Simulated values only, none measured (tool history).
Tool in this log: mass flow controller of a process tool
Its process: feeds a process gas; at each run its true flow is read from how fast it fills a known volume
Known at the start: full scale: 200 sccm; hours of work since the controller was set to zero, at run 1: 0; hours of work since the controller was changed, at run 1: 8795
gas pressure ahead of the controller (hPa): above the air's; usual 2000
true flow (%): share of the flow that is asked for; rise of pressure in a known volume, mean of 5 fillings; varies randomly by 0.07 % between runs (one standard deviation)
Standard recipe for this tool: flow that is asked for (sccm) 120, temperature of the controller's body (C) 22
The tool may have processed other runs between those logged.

run	hour	flow that is asked for (sccm)	gas pressure ahead of the controller (hPa)	temperature of the controller's body (C)	hours of work since the controller was set to zero	hours of work since the controller was changed	true flow (%)
1	0	120	2000	22	0	8795	98.32
2	253.1	120	2000	22	162	8957	98.21
3	455.5	120	2000	22	292	9087	98.29
4	615.5	120	2260	22	395	9190	98.06
5	843.5	120	2000	21	541	9336	98.13
6	1161.2	120	2000	28	745	9540	98.74
7	1505.2	50	2000	28	966	9761	98.64
8	1781.7	120	2000	22	1144	9938	98.26
9	2080.7	120	1850	22	1336	10130	98.47
10	2254.2	172	2000	22	1447	10242	98.6
11	2552.8	120	2000	22	1638	10433	98.4
12	2826.9	120	2000	22	1814	10609	98.56
13	3117.5	120	2000	22	2001	10796	98.5
14	3278.9	40	2000	22	2105	10899	99.21
15	3513.3	40	2000	22	2255	11050	99.25
16	3852.9	120	1630	22	2473	11268	98.74
17	4049	120	1630	22	2599	11394	98.81
18	4268.7	120	1630	22	2740	11535	98.82
19	4457	120	2120	22	2861	11656	98.39
20	4749.9	120	2000	22	3049	11844	98.62
21	5035.7	120	2000	22	3232	12027	98.63
22	5208.6	120	2000	22	3343	12138	98.69
23	5505.8	30	2000	22	3534	12329	101.09
24	5745.6	30	2000	22	3688	12483	101.28
25	6022	21	1610	33	3865	12660	104.09
26	6264	21	1610	33	4021	12815	104.5
27	6439.5	21	1610	33	4133	12928	104.54
28	6730.8	21	1610	33	4320	13115	104.9
29	7074.3	120	2420	28	4541	13336	98.77
30	7291.5	120	2670	35	4680	13475	99.22
31	7439.8	183	2000	22	4775	13570	98.66
32	7589.1	161	1630	27	4871	13666	99.25
33	7882.8	21	2410	27	5060	13854	104.96
34	8136.1	21	2410	32	5222	14017	105.52
35	8324.1	192	1970	34	5343	14138	99.67
36	8508.9	192	1970	34	5461	14256	99.54
# hour 8552.8: controller exchanged for a calibrated one
37	8745.9	120	2150	22	124	124	99.37
38	8985.8	120	2150	22	278	278	99.29
39	9250.5	120	2150	22	448	448	99.5
40	9508.5	120	2150	22	613	613	99.44
41	9722.6	27	2150	22	751	751	99.88
42	9966.6	31	1660	33	907	907	100.83

For some of the steps in true flow (%) from one run to the next: how much would appear even if the tool had no hidden state, given the settings, what came in and random variation, and how much remains for the hidden state plus any gauge scatter that the measured result and the result without hidden state don't share?
Hidden state present: flow at rest that the sensor doesn't see, % of full scale; true flow over the shown one, %; drift of the gauge itself on true_pct, %.
Run 28 -> 29: flow that is asked for (sccm) 21 -> 120, gas pressure ahead of the controller (hPa) 1610 -> 2420, temperature of the controller's body (C) 33 -> 28. true flow (%) -6.13: hidden state -5.54, all else -0.59.
Run 32 -> 33: flow that is asked for (sccm) 161 -> 21, gas pressure ahead of the controller (hPa) 1630 -> 2410. true flow (%) +5.71: hidden state +6.88, all else -1.17.
Run 34 -> 35: flow that is asked for (sccm) 21 -> 192, gas pressure ahead of the controller (hPa) 2410 -> 1970, temperature of the controller's body (C) 32 -> 34. true flow (%) -5.85: hidden state -7.24, all else +1.39.
